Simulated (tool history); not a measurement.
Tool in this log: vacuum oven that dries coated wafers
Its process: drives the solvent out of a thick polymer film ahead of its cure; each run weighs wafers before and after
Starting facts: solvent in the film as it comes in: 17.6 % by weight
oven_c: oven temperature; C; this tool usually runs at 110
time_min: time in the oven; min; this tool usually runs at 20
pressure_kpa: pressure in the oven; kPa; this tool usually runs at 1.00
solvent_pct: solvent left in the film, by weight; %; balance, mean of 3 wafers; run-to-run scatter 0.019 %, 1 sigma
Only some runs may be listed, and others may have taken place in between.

Run 1, hour 0.0: usual settings. Result: solvent_pct 1.12 %.
Run 2, hour 53.7: usual settings. Result: solvent_pct 1.15 %.
Run 3, hour 91.3: usual settings. Result: solvent_pct 1.14 %.
Run 4, hour 140.4: usual settings. Result: solvent_pct 1.12 %.
Run 5, hour 203.2: usual settings. Result: solvent_pct 1.16 %.
Run 6, hour 262.0: usual settings. Result: solvent_pct 1.17 %.
Run 7, hour 332.5: usual settings. Result: solvent_pct 1.17 %.
At hour 344.6: oven's thermocouples calibrated.
Run 8, hour 400.4: usual settings but oven_c 96 C. Result: solvent_pct 4.03 %.
Run 9, hour 463.5: usual settings but oven_c 96 C. Result: solvent_pct 4.10 %.
Run 10, hour 523.4: usual settings. Result: solvent_pct 0.99 %.
Run 11, hour 579.1: usual settings but time_min 12 min. Result: solvent_pct 2.60 %.
Run 12, hour 613.3: usual settings but time_min 12 min. Result: solvent_pct 2.65 %.
At hour 618.3: vacuum gauge cleaned of residue and calibrated.
Run 13, hour 653.8: usual settings but time_min 12 min. Result: solvent_pct 2.69 %.
Run 14, hour 718.2: usual settings. Result: solvent_pct 1.10 %.
At hour 745.9: vacuum gauge cleaned of residue and calibrated, once more.
Run 15, hour 752.6: usual settings but pressure_kpa 0.64 kPa. Result: solvent_pct 0.87 %.
Run 16, hour 800.0: usual settings but pressure_kpa 0.63 kPa. Result: solvent_pct 0.90 %.
Run 17, hour 866.0: usual settings. Result: solvent_pct 0.94 %.
Run 18, hour 934.2: usual settings but oven_c 102 C. Result: solvent_pct 2.49 %.
Run 19, hour 1003.9: usual settings but oven_c 102 C. Result: solvent_pct 2.53 %.
Run 20, hour 1035.6: usual settings but oven_c 102 C. Result: solvent_pct 2.53 %.
Run 21, hour 1095.5: usual settings but oven_c 114 C. Result: solvent_pct 0.58 %.
Run 22, hour 1126.0: usual settings but oven_c 114 C. Result: solvent_pct 0.59 %.
Run 23, hour 1188.1: usual settings. Result: solvent_pct 1.07 %.
Run 24, hour 1228.4: usual settings but time_min 13 min, pressure_kpa 3.14 kPa. Result: solvent_pct 2.84 %.
Run 25, hour 1271.3: usual settings but time_min 14 min. Result: solvent_pct 2.19 %.
Run 26, hour 1313.0: usual settings but oven_c 106 C, time_min 19 min, pressure_kpa 0.91 kPa. Result: solvent_pct 1.88 %.
Run 27, hour 1367.4: usual settings but oven_c 106 C, time_min 19 min, pressure_kpa 0.91 kPa. Result: solvent_pct 1.85 %.
Run 28, hour 1397.0: usual settings but oven_c 112 C, time_min 15 min, pressure_kpa 3.28 kPa. Result: solvent_pct 2.01 %.
Run 29, hour 1447.5: usual settings but oven_c 112 C, time_min 15 min, pressure_kpa 3.28 kPa. Result: solvent_pct 2.01 %.
Run 30, hour 1509.7: usual settings but oven_c 112 C, time_min 15 min, pressure_kpa 3.28 kPa. Result: solvent_pct 2.03 %.
Run 31, hour 1546.8: usual settings but oven_c 112 C, time_min 15 min, pressure_kpa 3.28 kPa. Result: solvent_pct 2.04 %.
Run 32, hour 1576.5: usual settings but oven_c 112 C, time_min 15 min, pressure_kpa 1.09 kPa. Result: solvent_pct 1.63 %.
Run 33, hour 1611.5: usual settings but oven_c 108 C, time_min 12 min, pressure_kpa 1.64 kPa. Result: solvent_pct 3.52 %.
Run 34, hour 1655.3: usual settings but oven_c 115 C, time_min 12 min, pressure_kpa 2.55 kPa. Result: solvent_pct 2.07 %.
Run 35, hour 1693.8: usual settings but oven_c 115 C, time_min 12 min, pressure_kpa 2.55 kPa. Result: solvent_pct 2.04 %.
Run 36, hour 1749.5: usual settings but oven_c 115 C, time_min 12 min, pressure_kpa 2.55 kPa. Result: solvent_pct 2.11 %.
Run 37, hour 1812.9: usual settings but pressure_kpa 1.16 kPa. Result: solvent_pct 1.21 %.
Run 38, hour 1855.1: usual settings but oven_c 109 C, time_min 32 min, pressure_kpa 3.16 kPa. Result: solvent_pct 1.03 %.
Run 39, hour 1902.7: usual settings but oven_c 100 C. Result: solvent_pct 3.35 %.
Run 40, hour 1947.6: usual settings but oven_c 100 C. Result: solvent_pct 3.36 %.
Run 41, hour 1997.8: usual settings but oven_c 100 C, pressure_kpa 3.29 kPa. Result: solvent_pct 4.02 %.
Run 42, hour 2055.5: usual settings but oven_c 104 C, pressure_kpa 1.33 kPa. Result: solvent_pct 2.44 %.
At hour 2078.8: oven's thermocouples calibrated.
Run 43, hour 2114.8: usual settings but oven_c 113 C, time_min 29 min, pressure_kpa 1.12 kPa. Result: solvent_pct 0.40 %.
Run 44, hour 2166.7: usual settings but oven_c 120 C, time_min 24 min, pressure_kpa 0.84 kPa. Result: solvent_pct 0.26 %.
Run 45, hour 2202.5: usual settings but oven_c 97 C, time_min 17 min, pressure_kpa 2.52 kPa. Result: solvent_pct 5.03 %.

Below are 3 alternative next runs, each starting from the tool's condition after run 45. Predict each:
Run A, hour 2262.4: usual settings but time_min 16 min. Result: solvent_pct ?.
Run B, hour 2262.4: usual settings but oven_c 107 C, time_min 26 min, pressure_kpa 0.72 kPa. Result: solvent_pct ?.
Run C, hour 2262.4: usual settings but oven_c 97 C, time_min 17 min, pressure_kpa 2.99 kPa. Result: solvent_pct ?.

run  solvent_pct
  A         1.60
  B         0.82
  C         5.20
Stripped of hidden state, with their random variation kept, the same runs would have yielded:
run  solvent_pct
  A         1.42
  B         0.65
  C         4.94
